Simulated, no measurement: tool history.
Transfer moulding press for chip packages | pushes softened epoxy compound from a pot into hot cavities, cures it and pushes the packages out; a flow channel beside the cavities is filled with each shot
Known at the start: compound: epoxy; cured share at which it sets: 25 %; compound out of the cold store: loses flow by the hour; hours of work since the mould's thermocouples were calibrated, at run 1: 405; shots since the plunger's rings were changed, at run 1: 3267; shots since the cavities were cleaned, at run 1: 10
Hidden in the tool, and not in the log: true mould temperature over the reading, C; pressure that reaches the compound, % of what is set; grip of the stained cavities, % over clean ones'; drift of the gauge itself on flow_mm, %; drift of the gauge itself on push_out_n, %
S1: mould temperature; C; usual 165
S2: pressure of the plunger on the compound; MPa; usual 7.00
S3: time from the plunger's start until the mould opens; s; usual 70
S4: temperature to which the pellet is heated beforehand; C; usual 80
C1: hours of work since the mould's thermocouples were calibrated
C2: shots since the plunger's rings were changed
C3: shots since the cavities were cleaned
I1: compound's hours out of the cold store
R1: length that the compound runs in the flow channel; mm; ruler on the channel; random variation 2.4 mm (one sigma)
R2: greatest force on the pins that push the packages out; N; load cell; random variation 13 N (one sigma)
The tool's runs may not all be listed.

{"run": 1, "hour": 0.0, "S1": 165, "S2": 7.0, "S3": 70, "S4": 80, "C1": 405, "C2": 3267, "C3": 10, "I1": 25.2, "R1": 682, "R2": 687}
{"run": 2, "hour": 16.1, "S1": 165, "S2": 7.0, "S3": 70, "S4": 80, "C1": 414, "C2": 3474, "C3": 217, "I1": 14.6, "R1": 725, "R2": 853}
{"hour": 27.9, "done": "plunger's sealing rings changed"}
{"run": 3, "hour": 31.0, "S1": 165, "S2": 7.0, "S3": 70, "S4": 80, "C1": 421, "C2": 40, "C3": 376, "I1": 13.6, "R1": 774, "R2": 926}
{"run": 4, "hour": 44.8, "S1": 165, "S2": 7.0, "S3": 70, "S4": 80, "C1": 429, "C2": 217, "C3": 553, "I1": 14.4, "R1": 769, "R2": 976}
{"hour": 47.5, "done": "cavities cleaned with cleaning compound and waxed"}
{"run": 5, "hour": 58.9, "S1": 165, "S2": 7.0, "S3": 70, "S4": 80, "C1": 436, "C2": 379, "C3": 147, "I1": 15.3, "R1": 765, "R2": 805}
{"run": 6, "hour": 75.4, "S1": 165, "S2": 7.0, "S3": 70, "S4": 80, "C1": 446, "C2": 590, "C3": 358, "I1": 28.7, "R1": 710, "R2": 935}
{"run": 7, "hour": 86.1, "S1": 165, "S2": 7.0, "S3": 70, "S4": 80, "C1": 452, "C2": 728, "C3": 496, "I1": 9.8, "R1": 781, "R2": 1021}
{"hour": 94.7, "done": "cavities cleaned with cleaning compound and waxed"}
{"run": 8, "hour": 107.7, "S1": 165, "S2": 6.68, "S3": 70, "S4": 80, "C1": 463, "C2": 986, "C3": 167, "I1": 38.2, "R1": 658, "R2": 774}
{"run": 9, "hour": 127.9, "S1": 165, "S2": 7.0, "S3": 66, "S4": 80, "C1": 475, "C2": 1244, "C3": 425, "I1": 14.2, "R1": 761, "R2": 1130}
{"hour": 140.4, "done": "cavities cleaned with cleaning compound and waxed"}
{"run": 10, "hour": 149.0, "S1": 165, "S2": 7.0, "S3": 66, "S4": 80, "C1": 486, "C2": 1497, "C3": 111, "I1": 32.0, "R1": 690, "R2": 827}
{"run": 11, "hour": 161.8, "S1": 165, "S2": 7.0, "S3": 66, "S4": 80, "C1": 493, "C2": 1660, "C3": 274, "I1": 18.5, "R1": 738, "R2": 1041}
{"run": 12, "hour": 181.2, "S1": 165, "S2": 7.0, "S3": 66, "S4": 80, "C1": 504, "C2": 1909, "C3": 523, "I1": 14.2, "R1": 753, "R2": 1146}
{"hour": 186.7, "done": "cavities cleaned with cleaning compound and waxed"}
{"run": 13, "hour": 195.1, "S1": 165, "S2": 7.0, "S3": 66, "S4": 80, "C1": 511, "C2": 2069, "C3": 109, "I1": 42.1, "R1": 654, "R2": 854}
{"run": 14, "hour": 206.6, "S1": 165, "S2": 7.0, "S3": 66, "S4": 80, "C1": 517, "C2": 2216, "C3": 256, "I1": 30.4, "R1": 692, "R2": 1001}
{"run": 15, "hour": 220.2, "S1": 165, "S2": 7.0, "S3": 66, "S4": 80, "C1": 525, "C2": 2391, "C3": 431, "I1": 43.1, "R1": 646, "R2": 1050}
{"hour": 233.3, "done": "cavities cleaned with cleaning compound and waxed"}
{"run": 16, "hour": 233.6, "S1": 165, "S2": 6.28, "S3": 89, "S4": 79, "C1": 532, "C2": 2543, "C3": 3, "I1": 19.3, "R1": 682, "R2": 460}
{"run": 17, "hour": 246.9, "S1": 165, "S2": 6.28, "S3": 89, "S4": 79, "C1": 539, "C2": 2714, "C3": 174, "I1": 37.8, "R1": 624, "R2": 552}
{"run": 18, "hour": 263.7, "S1": 171, "S2": 6.28, "S3": 108, "S4": 79, "C1": 549, "C2": 2930, "C3": 390, "I1": 14.7, "R1": 687, "R2": 596}
{"run": 19, "hour": 275.9, "S1": 159, "S2": 5.64, "S3": 70, "S4": 80, "C1": 556, "C2": 3087, "C3": 547, "I1": 15.4, "R1": 669, "R2": 1579}
{"hour": 279.8, "done": "cavities cleaned with cleaning compound and waxed"}
{"run": 20, "hour": 299.7, "S1": 159, "S2": 5.64, "S3": 70, "S4": 80, "C1": 568, "C2": 3373, "C3": 255, "I1": 21.7, "R1": 644, "R2": 1319}
{"run": 21, "hour": 312.1, "S1": 159, "S2": 5.64, "S3": 70, "S4": 80, "C1": 575, "C2": 3531, "C3": 413, "I1": 30.8, "R1": 616, "R2": 1415}
{"hour": 319.0, "done": "plunger's sealing rings changed"}
{"run": 22, "hour": 324.2, "S1": 159, "S2": 5.57, "S3": 70, "S4": 81, "C1": 581, "C2": 68, "C3": 538, "I1": 11.0, "R1": 711, "R2": 1595}
{"hour": 328.4, "done": "cavities cleaned with cleaning compound and waxed"}
{"run": 23, "hour": 343.7, "S1": 159, "S2": 5.57, "S3": 70, "S4": 81, "C1": 591, "C2": 298, "C3": 197, "I1": 43.7, "R1": 596, "R2": 1187}
{"run": 24, "hour": 365.9, "S1": 167, "S2": 5.57, "S3": 82, "S4": 73, "C1": 604, "C2": 583, "C3": 482, "I1": 25.4, "R1": 644, "R2": 697}
{"hour": 375.2, "done": "cavities cleaned with cleaning compound and waxed"}
{"run": 25, "hour": 384.0, "S1": 167, "S2": 6.23, "S3": 82, "S4": 86, "C1": 613, "C2": 796, "C3": 112, "I1": 30.6, "R1": 655, "R2": 517}
{"run": 26, "hour": 405.6, "S1": 167, "S2": 6.23, "S3": 82, "S4": 86, "C1": 625, "C2": 1074, "C3": 390, "I1": 19.1, "R1": 691, "R2": 629}
{"hour": 422.3, "done": "cavities cleaned with cleaning compound and waxed"}
{"run": 27, "hour": 426.3, "S1": 157, "S2": 6.23, "S3": 54, "S4": 79, "C1": 636, "C2": 1319, "C3": 51, "I1": 45.1, "R1": 628, "R2": 2045}

5 ways to go on from here, each from the tool as it stands after run 27. What would each give?
{"run": "A", "hour": 446.1, "S1": 157, "S2": 6.23, "S3": 68, "S4": 85, "C1": 647, "C2": 1574, "C3": 306, "I1": 28.6, "R1": "?", "R2": "?"}
{"run": "B", "hour": 446.1, "S1": 165, "S2": 7.0, "S3": 63, "S4": 80, "C1": 647, "C2": 1574, "C3": 306, "I1": 9.1, "R1": "?", "R2": "?"}
{"run": "C", "hour": 446.1, "S1": 162, "S2": 5.39, "S3": 54, "S4": 76, "C1": 647, "C2": 1574, "C3": 306, "I1": 9.7, "R1": "?", "R2": "?"}
{"run": "D", "hour": 446.1, "S1": 165, "S2": 7.66, "S3": 70, "S4": 80, "C1": 647, "C2": 1574, "C3": 306, "I1": 47.9, "R1": "?", "R2": "?"}
{"run": "E", "hour": 446.1, "S1": 165, "S2": 7.0, "S3": 56, "S4": 89, "C1": 647, "C2": 1574, "C3": 306, "I1": 30.5, "R1": "?", "R2": "?"}

run=A R1=675 R2=1631
run=B R1=768 R2=1269
run=C R1=680 R2=2381
run=D R1=664 R2=864
run=E R1=692 R2=1568
Without the tool's hidden state the same runs would have given:
run=A R1=692 R2=1131
run=B R1=787 R2=877
run=C R1=697 R2=1684
run=D R1=681 R2=606
run=E R1=710 R2=1089
